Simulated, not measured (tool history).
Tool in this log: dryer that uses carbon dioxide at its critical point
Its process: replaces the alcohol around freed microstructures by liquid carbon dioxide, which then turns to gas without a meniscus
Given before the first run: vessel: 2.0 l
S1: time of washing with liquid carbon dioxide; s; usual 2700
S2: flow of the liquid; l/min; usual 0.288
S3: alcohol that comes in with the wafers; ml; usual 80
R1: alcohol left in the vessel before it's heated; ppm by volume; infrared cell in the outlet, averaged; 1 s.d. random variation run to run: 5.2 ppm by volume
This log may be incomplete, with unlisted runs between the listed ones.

| run | day | S1 | S2 | S3 | R1 |
|---|---|---|---|---|---|
| 1 | 0 | 2700 | 0.288 | 80 | 183 |
| 2 | 0.967 | 2700 | 0.288 | 80 | 185 |
| 3 | 1.762 | 1860 | 0.288 | 80 | 734 |
| 4 | 2.696 | 1860 | 0.288 | 80 | 756 |
| 5 | 3.862 | 4020 | 0.288 | 80 | 98 |
| 6 | 4.792 | 1680 | 0.288 | 80 | 1098 |
| 7 | 6.512 | 2700 | 0.288 | 48 | 163 |
| 8 | 7.892 | 2700 | 0.288 | 48 | 166 |
| 9 | 8.783 | 2700 | 0.288 | 23 | 148 |
| 10 | 10.321 | 2700 | 0.288 | 23 | 148 |
| 11 | 11.946 | 2700 | 0.396 | 23 | 106 |
| 12 | 13.162 | 2700 | 0.396 | 23 | 117 |
| 13 | 14.962 | 2040 | 0.265 | 80 | 903 |
| 14 | 15.733 | 2040 | 0.428 | 80 | 193 |
| 15 | 16.754 | 2040 | 0.428 | 80 | 192 |
| 16 | 17.925 | 2040 | 0.428 | 26 | 141 |
|  | 18.592 | inlet filter changed |
| 17 | 19.654 | 2700 | 0.314 | 41 | 144 |
| 18 | 20.612 | 3600 | 0.288 | 80 | 129 |
| 19 | 22.317 | 1740 | 0.215 | 41 | 1219 |
|  | 23.621 | purifier's bed changed |
| 20 | 23.8 | 3960 | 0.211 | 58 | 50 |
| 21 | 25.254 | 4200 | 0.464 | 80 | 0 |
| 22 | 26.329 | 2700 | 0.358 | 25 | 21 |
| 23 | 27.742 | 2940 | 0.342 | 59 | 28 |

5 options for the next run, each taken on its own from the tool as it stands now. Forecast them:
| A | 29.55 | 4260 | 0.31 | 23 | ? |
| B | 29.55 | 2160 | 0.183 | 48 | ? |
| C | 29.55 | 2700 | 0.355 | 65 | ? |
| D | 29.55 | 2280 | 0.288 | 80 | ? |
| E | 29.55 | 3900 | 0.198 | 21 | ? |

| run | R1 |
|---|---|
| A | 17 |
| B | 1225 |
| C | 41 |
| D | 304 |
| E | 48 |
Had the tool no hidden state, the same runs would have come out as:
| run | R1 |
|---|---|
| A | 7 |
| B | 1016 |
| C | 24 |
| D | 221 |
| E | 30 |

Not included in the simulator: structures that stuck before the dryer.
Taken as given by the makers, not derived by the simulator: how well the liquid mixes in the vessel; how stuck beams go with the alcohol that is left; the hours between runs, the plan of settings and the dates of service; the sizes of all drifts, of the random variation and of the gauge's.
